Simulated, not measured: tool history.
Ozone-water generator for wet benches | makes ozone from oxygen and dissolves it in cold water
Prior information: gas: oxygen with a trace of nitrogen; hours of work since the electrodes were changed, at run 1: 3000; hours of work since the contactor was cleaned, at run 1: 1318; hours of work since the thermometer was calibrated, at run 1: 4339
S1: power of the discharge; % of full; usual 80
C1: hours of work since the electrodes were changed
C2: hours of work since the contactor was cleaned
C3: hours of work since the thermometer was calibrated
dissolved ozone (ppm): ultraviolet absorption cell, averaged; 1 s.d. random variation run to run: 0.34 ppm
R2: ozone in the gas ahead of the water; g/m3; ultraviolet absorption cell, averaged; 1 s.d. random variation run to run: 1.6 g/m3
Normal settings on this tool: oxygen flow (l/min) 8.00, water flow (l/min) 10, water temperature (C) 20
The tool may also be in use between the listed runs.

{"run": 1, "hour": 0.0, "S1": 80, "oxygen flow (l/min)": 8.0, "water flow (l/min)": 10, "water temperature (C)": 20, "C1": 3000, "C2": 1318, "C3": 4339, "dissolved ozone (ppm)": 51.0, "R2": 291.8}
{"run": 2, "hour": 87.9, "S1": 80, "oxygen flow (l/min)": 8.0, "water flow (l/min)": 10, "water temperature (C)": 20, "C1": 3059, "C2": 1378, "C3": 4398, "dissolved ozone (ppm)": 50.9, "R2": 294.4}
{"run": 3, "hour": 220.4, "S1": 80, "oxygen flow (l/min)": 8.0, "water flow (l/min)": 10, "water temperature (C)": 20, "C1": 3149, "C2": 1467, "C3": 4488, "dissolved ozone (ppm)": 50.1, "R2": 295.7}
{"run": 4, "hour": 340.3, "S1": 80, "oxygen flow (l/min)": 8.0, "water flow (l/min)": 10, "water temperature (C)": 20, "C1": 3230, "C2": 1549, "C3": 4569, "dissolved ozone (ppm)": 49.6, "R2": 292.5}
{"run": 5, "hour": 476.7, "S1": 80, "oxygen flow (l/min)": 8.0, "water flow (l/min)": 10, "water temperature (C)": 20, "C1": 3323, "C2": 1641, "C3": 4662, "dissolved ozone (ppm)": 50.0, "R2": 293.2}
{"run": 6, "hour": 587.4, "S1": 80, "oxygen flow (l/min)": 8.0, "water flow (l/min)": 10, "water temperature (C)": 20, "C1": 3398, "C2": 1716, "C3": 4737, "dissolved ozone (ppm)": 50.2, "R2": 291.6}
{"run": 7, "hour": 730.6, "S1": 80, "oxygen flow (l/min)": 8.0, "water flow (l/min)": 10, "water temperature (C)": 20, "C1": 3495, "C2": 1813, "C3": 4834, "dissolved ozone (ppm)": 49.9, "R2": 291.9}
{"run": 8, "hour": 821.8, "S1": 80, "oxygen flow (l/min)": 8.0, "water flow (l/min)": 10, "water temperature (C)": 20, "C1": 3557, "C2": 1875, "C3": 4896, "dissolved ozone (ppm)": 49.6, "R2": 290.0}
{"run": 9, "hour": 942.8, "S1": 80, "oxygen flow (l/min)": 5.7, "water flow (l/min)": 10, "water temperature (C)": 20, "C1": 3639, "C2": 1957, "C3": 4978, "dissolved ozone (ppm)": 55.7, "R2": 355.5}
{"run": 10, "hour": 1041.7, "S1": 80, "oxygen flow (l/min)": 7.73, "water flow (l/min)": 10, "water temperature (C)": 20, "C1": 3706, "C2": 2024, "C3": 5045, "dissolved ozone (ppm)": 50.4, "R2": 297.3}
{"run": 11, "hour": 1133.0, "S1": 80, "oxygen flow (l/min)": 8.03, "water flow (l/min)": 10, "water temperature (C)": 20, "C1": 3768, "C2": 2086, "C3": 5107, "dissolved ozone (ppm)": 50.0, "R2": 291.5}
{"hour": 1146.4, "done": "water thermometer calibrated"}
{"run": 12, "hour": 1213.6, "S1": 80, "oxygen flow (l/min)": 8.03, "water flow (l/min)": 10, "water temperature (C)": 20, "C1": 3822, "C2": 2140, "C3": 46, "dissolved ozone (ppm)": 49.6, "R2": 290.5}
{"run": 13, "hour": 1349.8, "S1": 80, "oxygen flow (l/min)": 8.03, "water flow (l/min)": 10, "water temperature (C)": 20, "C1": 3914, "C2": 2233, "C3": 138, "dissolved ozone (ppm)": 49.7, "R2": 291.4}
{"run": 14, "hour": 1489.5, "S1": 80, "oxygen flow (l/min)": 8.0, "water flow (l/min)": 10, "water temperature (C)": 12, "C1": 4009, "C2": 2327, "C3": 233, "dissolved ozone (ppm)": 59.8, "R2": 290.9}
{"run": 15, "hour": 1559.7, "S1": 80, "oxygen flow (l/min)": 8.0, "water flow (l/min)": 10, "water temperature (C)": 12, "C1": 4057, "C2": 2375, "C3": 280, "dissolved ozone (ppm)": 58.5, "R2": 288.7}
{"run": 16, "hour": 1671.6, "S1": 80, "oxygen flow (l/min)": 8.0, "water flow (l/min)": 10, "water temperature (C)": 12, "C1": 4132, "C2": 2451, "C3": 356, "dissolved ozone (ppm)": 59.3, "R2": 288.8}
{"run": 17, "hour": 1761.1, "S1": 80, "oxygen flow (l/min)": 8.0, "water flow (l/min)": 10, "water temperature (C)": 12, "C1": 4193, "C2": 2511, "C3": 417, "dissolved ozone (ppm)": 59.3, "R2": 287.9}
{"run": 18, "hour": 1920.3, "S1": 80, "oxygen flow (l/min)": 8.0, "water flow (l/min)": 10, "water temperature (C)": 12, "C1": 4301, "C2": 2619, "C3": 525, "dissolved ozone (ppm)": 59.8, "R2": 289.3}
{"run": 19, "hour": 2041.2, "S1": 80, "oxygen flow (l/min)": 8.0, "water flow (l/min)": 10, "water temperature (C)": 12, "C1": 4383, "C2": 2701, "C3": 607, "dissolved ozone (ppm)": 58.9, "R2": 289.2}
{"run": 20, "hour": 2110.3, "S1": 80, "oxygen flow (l/min)": 8.0, "water flow (l/min)": 10, "water temperature (C)": 19, "C1": 4430, "C2": 2748, "C3": 653, "dissolved ozone (ppm)": 50.6, "R2": 289.5}
{"hour": 2118.9, "done": "water thermometer calibrated, once more"}
{"run": 21, "hour": 2276.7, "S1": 80, "oxygen flow (l/min)": 8.0, "water flow (l/min)": 10, "water temperature (C)": 19, "C1": 4542, "C2": 2861, "C3": 107, "dissolved ozone (ppm)": 50.8, "R2": 287.8}
{"run": 22, "hour": 2433.7, "S1": 53, "oxygen flow (l/min)": 8.0, "water flow (l/min)": 10, "water temperature (C)": 19, "C1": 4649, "C2": 2967, "C3": 213, "dissolved ozone (ppm)": 39.1, "R2": 221.3}
{"run": 23, "hour": 2522.6, "S1": 80, "oxygen flow (l/min)": 12.96, "water flow (l/min)": 10, "water temperature (C)": 20, "C1": 4709, "C2": 3027, "C3": 274, "dissolved ozone (ppm)": 41.0, "R2": 213.9}
{"run": 24, "hour": 2606.1, "S1": 49, "oxygen flow (l/min)": 12.96, "water flow (l/min)": 10, "water temperature (C)": 20, "C1": 4766, "C2": 3084, "C3": 330, "dissolved ozone (ppm)": 30.1, "R2": 158.6}
{"run": 25, "hour": 2683.0, "S1": 80, "oxygen flow (l/min)": 14.36, "water flow (l/min)": 8, "water temperature (C)": 20, "C1": 4818, "C2": 3136, "C3": 382, "dissolved ozone (ppm)": 43.9, "R2": 200.8}
{"run": 26, "hour": 2788.2, "S1": 80, "oxygen flow (l/min)": 14.36, "water flow (l/min)": 8, "water temperature (C)": 20, "C1": 4889, "C2": 3207, "C3": 454, "dissolved ozone (ppm)": 42.8, "R2": 198.7}
{"run": 27, "hour": 2857.7, "S1": 50, "oxygen flow (l/min)": 5.92, "water flow (l/min)": 10, "water temperature (C)": 13, "C1": 4936, "C2": 3254, "C3": 501, "dissolved ozone (ppm)": 45.6, "R2": 255.1}
{"run": 28, "hour": 3015.1, "S1": 85, "oxygen flow (l/min)": 5.92, "water flow (l/min)": 10, "water temperature (C)": 13, "C1": 5043, "C2": 3361, "C3": 607, "dissolved ozone (ppm)": 64.2, "R2": 357.9}
{"run": 29, "hour": 3101.8, "S1": 80, "oxygen flow (l/min)": 8.0, "water flow (l/min)": 7, "water temperature (C)": 23, "C1": 5102, "C2": 3420, "C3": 666, "dissolved ozone (ppm)": 53.6, "R2": 287.1}
{"run": 30, "hour": 3175.0, "S1": 80, "oxygen flow (l/min)": 8.0, "water flow (l/min)": 7, "water temperature (C)": 23, "C1": 5151, "C2": 3469, "C3": 716, "dissolved ozone (ppm)": 53.2, "R2": 284.4}
{"run": 31, "hour": 3247.7, "S1": 88, "oxygen flow (l/min)": 13.07, "water flow (l/min)": 15, "water temperature (C)": 23, "C1": 5201, "C2": 3519, "C3": 765, "dissolved ozone (ppm)": 32.7, "R2": 222.3}
{"run": 32, "hour": 3376.1, "S1": 58, "oxygen flow (l/min)": 6.23, "water flow (l/min)": 14, "water temperature (C)": 13, "C1": 5288, "C2": 3606, "C3": 852, "dissolved ozone (ppm)": 38.9, "R2": 270.2}
{"run": 33, "hour": 3537.0, "S1": 58, "oxygen flow (l/min)": 6.23, "water flow (l/min)": 14, "water temperature (C)": 13, "C1": 5397, "C2": 3715, "C3": 961, "dissolved ozone (ppm)": 39.0, "R2": 269.6}

Here are 4 independent what-if runs from the current tool condition. What would each one return?
{"run": "A", "hour": 3698.4, "S1": 80, "oxygen flow (l/min)": 8.0, "water flow (l/min)": 14, "water temperature (C)": 21, "C1": 5506, "C2": 3824, "C3": 1071, "dissolved ozone (ppm)": "?", "R2": "?"}
{"run": "B", "hour": 3698.4, "S1": 48, "oxygen flow (l/min)": 13.06, "water flow (l/min)": 8, "water temperature (C)": 13, "C1": 5506, "C2": 3824, "C3": 1071, "dissolved ozone (ppm)": "?", "R2": "?"}
{"run": "C", "hour": 3698.4, "S1": 44, "oxygen flow (l/min)": 7.61, "water flow (l/min)": 15, "water temperature (C)": 20, "C1": 5506, "C2": 3824, "C3": 1071, "dissolved ozone (ppm)": "?", "R2": "?"}
{"run": "D", "hour": 3698.4, "S1": 58, "oxygen flow (l/min)": 6.23, "water flow (l/min)": 14, "water temperature (C)": 23, "C1": 5506, "C2": 3824, "C3": 1071, "dissolved ozone (ppm)": "?", "R2": "?"}

run=A dissolved_ozone_(ppm)=39.0 R2=284.4
run=B dissolved_ozone_(ppm)=38.8 R2=154.2
run=C dissolved_ozone_(ppm)=26.5 R2=197.7
run=D dissolved_ozone_(ppm)=32.0 R2=273.5
Take away the tool's hidden state, keep each run's random variation, and the runs would have read:
run=A dissolved_ozone_(ppm)=43.0 R2=305.8
run=B dissolved_ozone_(ppm)=41.6 R2=162.1
run=C dissolved_ozone_(ppm)=28.5 R2=207.2
run=D dissolved_ozone_(ppm)=34.9 R2=290.1
